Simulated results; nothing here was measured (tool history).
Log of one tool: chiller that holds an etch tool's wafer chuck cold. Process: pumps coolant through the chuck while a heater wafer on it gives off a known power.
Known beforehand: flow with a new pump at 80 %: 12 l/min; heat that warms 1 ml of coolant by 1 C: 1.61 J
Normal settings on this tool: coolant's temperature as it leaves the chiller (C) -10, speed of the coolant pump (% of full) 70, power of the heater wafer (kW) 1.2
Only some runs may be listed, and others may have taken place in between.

run	day	coolant's temperature as it leaves the chiller (C)	speed of the coolant pump (% of full)	power of the heater wafer (kW)	chuck's temperature once it has settled (C)	how much warmer the coolant comes back (C)
1	0	-10	70	1.2	5.1	4.36
2	2.138	-10	70	1.2	5.1	4.34
3	6.658	-10	70	1.2	4.9	4.4
4	9.171	-10	70	1.2	5.2	4.39
5	11.583	-10	66	1.2	5.9	4.7
6	15.817	-10	70	1.2	5.3	4.44
7	20.367	-10	70	1.2	5.2	4.47
8	23.942	-10	70	1.2	5.2	4.52
9	26.829	-10	89	1.2	2.5	3.53
10	29.404	-10	89	1.2	2.5	3.51
11	32.704	-10	70	1.2	4.9	4.51
12	34.821	-10	70	1.2	5.3	4.58
# day 37.612: chiller's thermometer calibrated
13	39.158	-10	70	1.2	5.3	4.59
14	43.538	-10	70	1.2	5.1	4.63
15	45.458	-10	70	1.2	5.2	4.65
16	49.379	-10	70	1.2	5.1	4.69
17	52.683	-10	65	1.2	6	5.08
18	56.692	-10	97	1.2	1.6	3.39
19	60.912	-10	97	1.2	1.6	3.41
20	63.612	-10	97	1.2	1.7	3.45
# day 65: gauge calibrated
21	68.208	-12	87	1.366	2.4	3.89
22	71.4	-14	73	1.288	1.7	4.49
23	74.567	-17	87	1.248	-3.8	3.6
24	78.229	-5	75	1.2	9.3	4.1
25	81.75	-5	75	1.2	9.4	4.12
26	84.508	-9	75	1.2	5.4	4.13
27	87.446	-9	75	1.2	5.3	4.16
28	90.975	-10	70	0.97	2.4	3.69
29	94.696	-10	73	0.733	-1.1	2.73
30	98.1	-10	96	1.2	1.8	3.3
31	100.238	-10	90	1.2	2.5	3.54
32	103.929	-13	90	0.685	-5.9	2.12
33	108.121	-11	78	1.2	2.9	4.14

Branching from run 33: 3 alternative next runs. What would each branch give?
A	110.529	-11	60	1.217	?	?
B	110.529	-14	93	1.279	?	?
C	110.529	-6	78	1.2	?	?

run	chuck's temperature once it has settled (C)	how much warmer the coolant comes back (C)
A	6.4	5.52
B	-1.2	3.68
C	7.9	4.16
Had the tool no hidden state, the same runs would have come out as:
run	chuck's temperature once it has settled (C)	how much warmer the coolant comes back (C)
A	6.3	5.21
B	-1.3	3.37
C	7.9	3.85
